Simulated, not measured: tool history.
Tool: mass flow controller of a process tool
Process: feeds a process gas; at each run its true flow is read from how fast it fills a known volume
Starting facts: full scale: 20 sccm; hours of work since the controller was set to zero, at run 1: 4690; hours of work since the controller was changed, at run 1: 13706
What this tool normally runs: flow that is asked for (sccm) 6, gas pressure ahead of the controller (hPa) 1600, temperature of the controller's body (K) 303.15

run	hour	flow that is asked for (sccm)	gas pressure ahead of the controller (hPa)	temperature of the controller's body (K)	hours of work since the controller was set to zero	hours of work since the controller was changed	true flow (%)
1	0.0	6	1600	303.15	4690	13706	98.33
2	266.7	6	1600	303.15	4881	13898	98.37
3	704.3	6	2410	303.15	5195	14212	98.97
4	1055.3	6	2410	303.15	5447	14464	98.92
5	1531.7	6	2410	303.15	5789	14806	98.95
# hour 1717.7: controller exchanged for a calibrated one
6	1981.9	6	2410	303.15	190	190	99.01
7	2482.6	6	1600	296.15	549	549	98.72
8	2852.8	6	1600	296.15	815	815	98.61
9	3330.3	6	1600	296.15	1158	1158	98.66
10	3813.3	6	1830	303.15	1505	1505	98.53
11	4204.3	6	1830	303.15	1785	1785	98.51
12	4498.2	6	1830	303.15	1996	1996	98.42
13	4917.0	6	1830	303.15	2297	2297	98.56
14	5156.2	6	2770	303.15	2469	2469	99.37
15	5434.7	6	2770	303.15	2669	2669	99.21
16	5777.8	6	1600	303.15	2915	2915	98.28
17	6126.0	10	1600	303.15	3165	3165	98.59
18	6458.6	10	1600	303.15	3404	3404	98.60
19	6971.7	6	1620	303.15	3772	3772	98.49
20	7387.3	6	1600	303.15	4070	4070	98.25
21	7852.9	6	1600	303.15	4405	4405	98.43
22	8162.7	6	1530	303.15	4627	4627	98.16
23	8675.4	6	1530	303.15	4995	4995	98.06
24	8948.5	6	1600	303.15	5191	5191	98.36
25	9267.2	6	1600	303.15	5420	5420	98.39
26	9564.9	6	1600	303.15	5634	5634	98.38
27	10076.9	9	2750	296.15	6001	6001	99.81
28	10612.7	11	2670	313.15	6386	6386	98.93
29	11051.0	11	2670	313.15	6701	6701	98.84
30	11551.9	18	1550	312.15	7060	7060	98.62
31	12090.4	18	1550	312.15	7447	7447	98.71
32	12388.6	18	1550	312.15	7661	7661	98.58
33	12680.2	4	1470	302.15	7870	7870	98.15
34	13153.4	12	1420	311.15	8210	8210	98.26
35	13614.4	12	1420	311.15	8541	8541	98.13
36	13863.3	3	1420	311.15	8720	8720	97.34
# hour 13972.9: controller's zero set anew
37	14295.9	7	2320	303.15	232	9030	99.08
38	14778.6	4	1420	295.15	578	9376	98.48
39	15195.5	13	1980	305.15	878	9676	99.03
40	15690.1	11	2050	295.15	1233	10031	99.45
41	16020.0	11	2050	295.15	1470	10268	99.58
42	16361.6	11	2050	295.15	1715	10513	99.37
43	16733.0	13	2180	296.15	1982	10780	99.74
44	17165.0	3	2460	308.15	2292	11090	98.42
45	17648.3	11	2460	294.15	2639	11437	99.95
46	18030.5	11	2460	294.15	2913	11711	100.00
47	18552.6	18	1430	298.15	3288	12086	99.33

Describe how what the log doesn't record of the tool's condition differs between the last listed run preceding each entry between runs and the first listed run following it.
After run 5, before run 6: controller exchanged for a calibrated one (hour 1717.7)
  flow at rest that the sensor doesn't see, % of full scale: -0.004 -> 0; true flow over the shown one, %: 0.04 -> 0
After run 36, before run 37: controller's zero set anew (hour 13972.9)
  flow at rest that the sensor doesn't see, % of full scale: -0.006 -> 0; true flow over the shown one, %: 0.02 -> 0.03
